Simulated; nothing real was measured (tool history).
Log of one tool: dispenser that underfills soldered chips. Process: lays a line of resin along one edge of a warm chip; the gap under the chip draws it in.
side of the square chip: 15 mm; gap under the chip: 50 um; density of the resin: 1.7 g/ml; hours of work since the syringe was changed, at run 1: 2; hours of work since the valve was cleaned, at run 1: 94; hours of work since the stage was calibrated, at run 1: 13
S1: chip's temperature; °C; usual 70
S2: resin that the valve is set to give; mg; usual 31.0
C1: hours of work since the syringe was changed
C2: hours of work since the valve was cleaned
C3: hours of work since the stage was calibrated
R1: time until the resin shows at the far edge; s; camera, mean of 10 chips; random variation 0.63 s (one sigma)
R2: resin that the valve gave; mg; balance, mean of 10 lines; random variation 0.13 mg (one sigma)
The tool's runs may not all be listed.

| run | hour | S1 | S2 | C1 | C2 | C3 | R1 | R2 |
|---|---|---|---|---|---|---|---|---|
| 1 | 0.0 | 70 | 31.0 | 2 | 94 | 13 | 59.7 | 28.09 |
| 2 | 6.5 | 70 | 31.0 | 6 | 98 | 17 | 68.7 | 28.13 |
|  | 14.7 | new syringe of resin |
| 3 | 17.4 | 70 | 31.0 | 2 | 106 | 25 | 60.0 | 27.75 |
| 4 | 22.4 | 72 | 31.0 | 5 | 109 | 28 | 61.2 | 27.76 |
| 5 | 28.2 | 70 | 31.0 | 9 | 113 | 32 | 78.0 | 27.86 |
|  | 31.5 | new syringe of resin |
| 6 | 36.5 | 70 | 31.0 | 3 | 118 | 38 | 64.1 | 27.44 |
| 7 | 44.7 | 70 | 31.0 | 9 | 124 | 43 | 79.0 | 27.42 |
|  | 49.2 | new syringe of resin |
| 8 | 52.7 | 70 | 31.0 | 2 | 129 | 48 | 62.1 | 27.17 |
|  | 59.9 | dispensing valve cleaned and set on the balance |
| 9 | 60.6 | 70 | 31.0 | 7 | 1 | 53 | 72.0 | 30.97 |
|  | 67.1 | new syringe of resin |
| 10 | 67.6 | 70 | 31.0 | 0 | 5 | 58 | 56.7 | 30.77 |
| 11 | 73.8 | 70 | 29.8 | 5 | 9 | 62 | 65.8 | 29.33 |
| 12 | 82.2 | 70 | 29.8 | 10 | 15 | 68 | 78.3 | 29.43 |
|  | 84.7 | new syringe of resin |
| 13 | 90.9 | 70 | 29.8 | 4 | 21 | 73 | 66.6 | 29.28 |
| 14 | 99.8 | 70 | 29.8 | 10 | 27 | 80 | 81.6 | 28.99 |
|  | 101.5 | new syringe of resin |
| 15 | 105.6 | 70 | 29.8 | 3 | 31 | 83 | 63.2 | 28.95 |
| 16 | 114.7 | 70 | 37.6 | 9 | 37 | 90 | 78.5 | 36.13 |
|  | 118.5 | new syringe of resin |
| 17 | 124.4 | 70 | 35.8 | 4 | 43 | 96 | 64.1 | 34.26 |
| 18 | 132.3 | 84 | 30.9 | 9 | 49 | 101 | 35.8 | 29.28 |
|  | 135.6 | new syringe of resin |
| 19 | 142.8 | 75 | 32.0 | 5 | 56 | 108 | 51.5 | 30.12 |
|  | 153.2 | new syringe of resin |
| 20 | 153.2 | 80 | 32.6 | 0 | 63 | 115 | 33.8 | 30.72 |
| 21 | 162.1 | 80 | 32.6 | 6 | 69 | 121 | 40.7 | 30.47 |
| 22 | 168.2 | 80 | 32.6 | 10 | 73 | 126 | 47.6 | 30.35 |
|  | 170.0 | new syringe of resin |
| 23 | 175.8 | 80 | 32.6 | 4 | 78 | 131 | 38.5 | 30.10 |
|  | 186.9 | new syringe of resin |
| 24 | 187.7 | 60 | 32.3 | 1 | 86 | 138 | 99.9 | 29.45 |
| 25 | 198.4 | 60 | 32.3 | 8 | 93 | 146 | 130.6 | 29.17 |
|  | 203.9 | new syringe of resin |
| 26 | 209.9 | 63 | 29.1 | 4 | 101 | 153 | 103.3 | 26.35 |
| 27 | 218.9 | 85 | 29.7 | 10 | 107 | 160 | 38.0 | 26.66 |
|  | 221.3 | new syringe of resin |
| 28 | 229.5 | 79 | 39.4 | 6 | 114 | 167 | 41.9 | 34.74 |
| 29 | 236.0 | 85 | 35.4 | 10 | 118 | 171 | 35.2 | 31.40 |
|  | 238.3 | new syringe of resin |
| 30 | 246.9 | 85 | 35.4 | 6 | 126 | 178 | 30.9 | 31.03 |
| 31 | 254.3 | 85 | 35.4 | 11 | 131 | 183 | 36.8 | 30.96 |

Measured less the same run without the tool's hidden state. The same run-to-run variation is in both; the gauge's scatter may not be:
The hidden state here: resin's viscosity, % of fresh resin's; dose that the valve gives, % of what is set; true chip temperature over the reading, C; drift of the gauge itself on fill_s, %; drift of the gauge itself on given_mg, %.
| run | R1 | R2 |
|---|---|---|
| 1 | +4.2 | -2.83 |
| 2 | +13.8 | -2.96 |
| 3 | +4.8 | -3.16 |
| 4 | +11.2 | -3.29 |
| 5 | +22.2 | -3.43 |
| 6 | +9.1 | -3.57 |
| 7 | +23.0 | -3.74 |
| 8 | +7.0 | -3.90 |
| 9 | +16.3 | -0.02 |
| 10 | +0.8 | -0.17 |
| 11 | +9.5 | -0.28 |
| 12 | +23.3 | -0.45 |
| 13 | +9.6 | -0.60 |
| 14 | +24.6 | -0.79 |
| 15 | +7.1 | -0.91 |
| 16 | +21.8 | -1.36 |
| 17 | +8.2 | -1.52 |
| 18 | +9.8 | -1.47 |
| 19 | +9.0 | -1.73 |
| 20 | +0.9 | -1.98 |
| 21 | +8.4 | -2.18 |
| 22 | +14.8 | -2.29 |
| 23 | +6.0 | -2.45 |
| 24 | +3.5 | -2.66 |
| 25 | +32.2 | -2.88 |
| 26 | +19.0 | -2.87 |
| 27 | +12.7 | -3.10 |
| 28 | +7.6 | -4.33 |
| 29 | +10.6 | -4.07 |
| 30 | +6.3 | -4.32 |
| 31 | +12.2 | -4.53 |
